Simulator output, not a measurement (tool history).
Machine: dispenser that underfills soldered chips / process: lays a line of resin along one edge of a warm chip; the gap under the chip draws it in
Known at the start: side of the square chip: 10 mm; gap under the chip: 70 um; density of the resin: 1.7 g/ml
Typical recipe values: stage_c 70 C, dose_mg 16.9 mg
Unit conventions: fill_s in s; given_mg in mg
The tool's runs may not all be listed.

| run | hour | stage_c | dose_mg | fill_s | given_mg |
|---|---|---|---|---|---|
| 1 | 0.0 | 70 | 16.9 | 59.5 | 16.13 |
|  | 2.6 | new syringe of resin |
| 2 | 7.4 | 70 | 16.9 | 57.5 | 16.21 |
|  | 10.6 | new syringe of resin |
| 3 | 15.3 | 70 | 19.1 | 57.4 | 17.88 |
|  | 18.6 | new syringe of resin |
| 4 | 19.0 | 70 | 16.9 | 52.8 | 16.07 |
|  | 26.5 | new syringe of resin |
| 5 | 26.5 | 70 | 17.2 | 51.0 | 16.25 |
|  | 34.3 | new syringe of resin |
| 6 | 34.3 | 70 | 17.2 | 52.6 | 15.90 |
| 7 | 39.3 | 70 | 17.2 | 60.3 | 16.04 |
|  | 42.0 | new syringe of resin |
| 8 | 47.8 | 70 | 16.9 | 60.3 | 15.57 |
|  | 50.2 | new syringe of resin |
| 9 | 55.4 | 57 | 15.1 | 110.2 | 13.87 |
|  | 58.3 | new syringe of resin |
| 10 | 60.8 | 60 | 15.1 | 90.2 | 13.80 |
|  | 66.4 | new syringe of resin |
| 11 | 68.1 | 78 | 19.7 | 39.0 | 17.94 |
| 12 | 72.8 | 78 | 19.7 | 43.0 | 17.95 |
|  | 74.3 | dispensing valve cleaned and set on the balance |
|  | 75.4 | new syringe of resin |
| 13 | 79.2 | 78 | 19.7 | 40.3 | 19.58 |
|  | 83.4 | new syringe of resin |
| 14 | 87.1 | 78 | 19.7 | 41.1 | 19.59 |
|  | 91.8 | new syringe of resin |
| 15 | 95.6 | 82 | 20.3 | 35.3 | 20.15 |

3 ways to go on from here, each from the tool as it stands after run 15. What would each give?
|  | 99.9 | new syringe of resin |
| A | 104.0 | 65 | 16.4 | ? | ? |
|  | 99.9 | new syringe of resin |
| B | 104.0 | 64 | 21.5 | ? | ? |
|  | 99.9 | new syringe of resin |
| C | 104.0 | 62 | 18.3 | ? | ? |

| run | fill_s | given_mg |
|---|---|---|
| A | 72.8 | 16.02 |
| B | 72.8 | 21.11 |
| C | 79.9 | 17.87 |
Without the tool's unlogged condition, the same runs would have read:
| run | fill_s | given_mg |
|---|---|---|
| A | 62.6 | 16.34 |
| B | 62.7 | 21.53 |
| C | 68.7 | 18.22 |
